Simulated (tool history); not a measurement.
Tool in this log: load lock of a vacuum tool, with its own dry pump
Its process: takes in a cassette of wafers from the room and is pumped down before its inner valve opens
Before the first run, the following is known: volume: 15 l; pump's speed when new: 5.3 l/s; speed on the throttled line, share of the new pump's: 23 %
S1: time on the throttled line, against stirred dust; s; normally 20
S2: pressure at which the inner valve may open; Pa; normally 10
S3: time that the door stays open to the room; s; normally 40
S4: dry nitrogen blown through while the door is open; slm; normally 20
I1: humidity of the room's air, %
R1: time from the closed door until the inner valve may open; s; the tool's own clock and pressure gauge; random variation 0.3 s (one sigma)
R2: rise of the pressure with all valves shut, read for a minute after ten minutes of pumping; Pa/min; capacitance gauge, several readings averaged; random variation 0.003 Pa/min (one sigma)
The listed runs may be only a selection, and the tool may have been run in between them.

Run 1, hour 0: usual settings; I1 45.9. Result: R1 43.2 s, R2 0.061 Pa/min.
Run 2, hour 111.4: usual settings but S1 29 s; I1 43.6. Result: R1 49.9 s, R2 0.065 Pa/min.
Run 3, hour 235.9: usual settings but S1 29 s; I1 45.8. Result: R1 50.2 s, R2 0.072 Pa/min.
Run 4, hour 376.2: usual settings but S1 29 s; I1 46.7. Result: R1 50.2 s, R2 0.065 Pa/min.
Run 5, hour 445.7: usual settings but S1 29 s; I1 45.2. Result: R1 50.2 s, R2 0.071 Pa/min.
Run 6, hour 524.3: usual settings but S1 29 s; I1 43.7. Result: R1 50.6 s, R2 0.074 Pa/min.
Run 7, hour 644.8: usual settings; I1 44.6. Result: R1 43.8 s, R2 0.077 Pa/min.
Run 8, hour 765.3: usual settings; I1 47.7. Result: R1 44 s, R2 0.087 Pa/min.
Run 9, hour 846.7: usual settings; I1 47.8. Result: R1 43.6 s, R2 0.087 Pa/min.
Run 10, hour 939.1: usual settings but S1 15 s; I1 42.5. Result: R1 39.4 s, R2 0.082 Pa/min.
Run 11, hour 1056.8: usual settings but S1 15 s; I1 45. Result: R1 40.2 s, R2 0.091 Pa/min.
Run 12, hour 1160.9: usual settings but S1 15 s; I1 45.2. Result: R1 40.9 s, R2 0.093 Pa/min.
Run 13, hour 1277.9: usual settings but S1 15 s; I1 51.1. Result: R1 40.5 s, R2 0.104 Pa/min.
Run 14, hour 1370.2: usual settings but S1 15 s; I1 45.4. Result: R1 40.4 s, R2 0.095 Pa/min.
Run 15, hour 1467.2: usual settings but S1 15 s; I1 44.8. Result: R1 40.6 s, R2 0.103 Pa/min.
Run 16, hour 1546: usual settings but S4 27 slm; I1 39.7. Result: R1 44.3 s, R2 0.101 Pa/min.
Run 17, hour 1668: usual settings but S4 27 slm; I1 47.6. Result: R1 44.3 s, R2 0.108 Pa/min.
Run 18, hour 1804.7: usual settings but S4 27 slm; I1 45.1. Result: R1 44 s, R2 0.1 Pa/min.
Run 19, hour 1903.2: usual settings but S1 25 s, S2 19 Pa, S3 155 s, S4 39 slm; I1 45.3. Result: R1 46 s, R2 0.132 Pa/min.
Run 20, hour 1975.3: usual settings but S1 25 s, S2 19 Pa, S3 155 s, S4 39 slm; I1 43.9. Result: R1 45.3 s, R2 0.139 Pa/min.
Run 21, hour 2037.3: usual settings but S1 25 s, S2 19 Pa, S3 155 s, S4 39 slm; I1 44.3. Result: R1 46.1 s, R2 0.133 Pa/min.
Run 22, hour 2159.3: usual settings but S2 17 Pa, S4 10 slm; I1 46.3. Result: R1 42.1 s, R2 0.137 Pa/min.
Run 23, hour 2226.9: usual settings but S3 159 s; I1 46.7. Result: R1 44.6 s, R2 0.176 Pa/min.
Run 24, hour 2354.6: usual settings but S3 159 s; I1 43.9. Result: R1 44.1 s, R2 0.171 Pa/min.
Run 25, hour 2428.1: usual settings but S1 16 s, S2 11 Pa, S3 199 s, S4 12 slm; I1 42.9. Result: R1 41.3 s, R2 0.213 Pa/min.
Run 26, hour 2517.4: usual settings but S1 16 s, S2 11 Pa, S3 199 s, S4 12 slm; I1 47.6. Result: R1 41.6 s, R2 0.223 Pa/min.
Run 27, hour 2639.4: usual settings but S1 16 s, S2 11 Pa, S3 199 s, S4 12 slm; I1 47.6. Result: R1 41.6 s, R2 0.234 Pa/min.
Run 28, hour 2715.6: usual settings but S1 38 s, S2 13 Pa, S3 49 s, S4 5 slm; I1 44.2. Result: R1 56.6 s, R2 0.171 Pa/min.
Run 29, hour 2802.8: usual settings but S3 71 s, S4 4 slm; I1 44.1. Result: R1 44.5 s, R2 0.186 Pa/min.
Run 30, hour 2888.5: usual settings but S1 14 s, S2 13 Pa, S3 55 s, S4 5 slm; I1 46.2. Result: R1 39.1 s, R2 0.179 Pa/min.
Run 31, hour 2989.5: usual settings but S1 38 s, S2 19 Pa, S4 43 slm; I1 46.7. Result: R1 56.1 s, R2 0.144 Pa/min.
Run 32, hour 3139.5: usual settings but S1 15 s, S3 170 s; I1 43.8. Result: R1 41 s, R2 0.205 Pa/min.
Run 33, hour 3255.6: usual settings but S1 15 s, S3 170 s; I1 49.9. Result: R1 41.3 s, R2 0.22 Pa/min.
Run 34, hour 3378.5: usual settings but S1 17 s, S2 8 Pa, S3 47 s, S4 13 slm; I1 42.7. Result: R1 42.8 s, R2 0.185 Pa/min.
Run 35, hour 3495: usual settings but S1 17 s, S2 8 Pa, S3 47 s, S4 13 slm; I1 40.8. Result: R1 43.2 s, R2 0.183 Pa/min.
Run 36, hour 3616.5: usual settings but S1 14 s, S2 20 Pa, S3 47 s, S4 34 slm; I1 48.9. Result: R1 38.3 s, R2 0.185 Pa/min.

Predict each of these 4 candidate next runs independently; none follows another, all start after run 36:
Run A, hour 3730.4: usual settings but S1 14 s, S2 20 Pa, S3 47 s, S4 8 slm; I1 41.5. Result: R1 ?, R2 ?.
Run B, hour 3730.4: usual settings but S2 17 Pa, S4 23 slm; I1 48. Result: R1 ?, R2 ?.
Run C, hour 3730.4: usual settings but S2 9 Pa, S3 167 s, S4 34 slm; I1 46. Result: R1 ?, R2 ?.
Run D, hour 3730.4: usual settings but S1 14 s, S2 20 Pa, S3 43 s, S4 36 slm; I1 43.4. Result: R1 ?, R2 ?.

run    R1     R2
  A  38.1  0.203
  B  43.7  0.186
  C  45.6  0.217
  D  38.1  0.182
With no hidden state in the tool, these same runs would have given:
run    R1     R2
  A  34.7  0.045
  B  40.4  0.028
  C    42  0.058
  D  34.7  0.023
